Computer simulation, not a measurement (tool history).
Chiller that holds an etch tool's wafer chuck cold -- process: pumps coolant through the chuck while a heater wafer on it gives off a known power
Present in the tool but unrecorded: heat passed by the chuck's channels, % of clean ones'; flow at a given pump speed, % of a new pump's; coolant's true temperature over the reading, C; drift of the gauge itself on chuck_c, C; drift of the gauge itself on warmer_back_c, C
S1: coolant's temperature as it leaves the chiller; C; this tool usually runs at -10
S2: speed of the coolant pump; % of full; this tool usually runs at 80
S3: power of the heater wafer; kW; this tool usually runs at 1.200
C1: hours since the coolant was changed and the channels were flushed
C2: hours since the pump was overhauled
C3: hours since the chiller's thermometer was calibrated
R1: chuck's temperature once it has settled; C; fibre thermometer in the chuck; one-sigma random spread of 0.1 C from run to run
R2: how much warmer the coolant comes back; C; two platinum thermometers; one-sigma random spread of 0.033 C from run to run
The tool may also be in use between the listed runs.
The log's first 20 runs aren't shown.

{"run": 21, "hour": 469.7, "S1": -10, "S2": 60, "S3": 0.769, "C1": 1294, "C2": 1437, "C3": 475, "R1": -2.1, "R2": 4.58}
{"run": 22, "hour": 495.5, "S1": -5, "S2": 67, "S3": 1.2, "C1": 1320, "C2": 1463, "C3": 501, "R1": 6.0, "R2": 6.24}
{"run": 23, "hour": 517.7, "S1": -3, "S2": 86, "S3": 1.2, "C1": 1342, "C2": 1485, "C3": 523, "R1": 5.9, "R2": 4.64}
{"run": 24, "hour": 536.2, "S1": -16, "S2": 71, "S3": 0.671, "C1": 1360, "C2": 1504, "C3": 542, "R1": -10.2, "R2": 3.2}
{"run": 25, "hour": 560.2, "S1": 0, "S2": 80, "S3": 1.456, "C1": 1384, "C2": 1528, "C3": 566, "R1": 11.2, "R2": 6.18}
{"run": 26, "hour": 591.0, "S1": -13, "S2": 100, "S3": 0.87, "C1": 1415, "C2": 1559, "C3": 596, "R1": -7.4, "R2": 2.88}
{"run": 27, "hour": 621.6, "S1": -13, "S2": 100, "S3": 0.87, "C1": 1446, "C2": 1589, "C3": 627, "R1": -7.5, "R2": 2.83}
{"run": 28, "hour": 648.2, "S1": -13, "S2": 100, "S3": 0.87, "C1": 1472, "C2": 1616, "C3": 654, "R1": -7.3, "R2": 2.91}
{"run": 29, "hour": 675.7, "S1": -13, "S2": 80, "S3": 1.589, "C1": 1500, "C2": 1643, "C3": 681, "R1": -0.7, "R2": 6.73}
{"run": 30, "hour": 708.0, "S1": -2, "S2": 80, "S3": 1.2, "C1": 1532, "C2": 1676, "C3": 713, "R1": 7.1, "R2": 5.1}
{"run": 31, "hour": 727.4, "S1": -6, "S2": 61, "S3": 1.215, "C1": 1552, "C2": 1695, "C3": 733, "R1": 6.4, "R2": 7.03}
{"run": 32, "hour": 745.4, "S1": -19, "S2": 65, "S3": 0.979, "C1": 1570, "C2": 1713, "C3": 751, "R1": -9.7, "R2": 5.26}

Consider 4 possible next runs. They are alternatives, not a sequence: every one starts from the tool as it was left by run 32. What does each give?
{"run": "A", "hour": 776.1, "S1": -11, "S2": 60, "S3": 0.61, "C1": 1600, "C2": 1744, "C3": 781, "R1": "?", "R2": "?"}
{"run": "B", "hour": 776.1, "S1": -19, "S2": 65, "S3": 1.712, "C1": 1600, "C2": 1744, "C3": 781, "R1": "?", "R2": "?"}
{"run": "C", "hour": 776.1, "S1": -3, "S2": 84, "S3": 0.808, "C1": 1600, "C2": 1744, "C3": 781, "R1": "?", "R2": "?"}
{"run": "D", "hour": 776.1, "S1": -7, "S2": 64, "S3": 0.914, "C1": 1600, "C2": 1744, "C3": 781, "R1": "?", "R2": "?"}

run=A R1=-4.6 R2=3.57
run=B R1=-2.8 R2=9.33
run=C R1=3.2 R2=3.27
run=D R1=1.9 R2=5.09
Had the tool no hidden state, the same runs would have come out as:
run=A R1=-5.2 R2=3.45
run=B R1=-4.0 R2=9.04
run=C R1=2.6 R2=3.17
run=D R1=1.2 R2=4.93
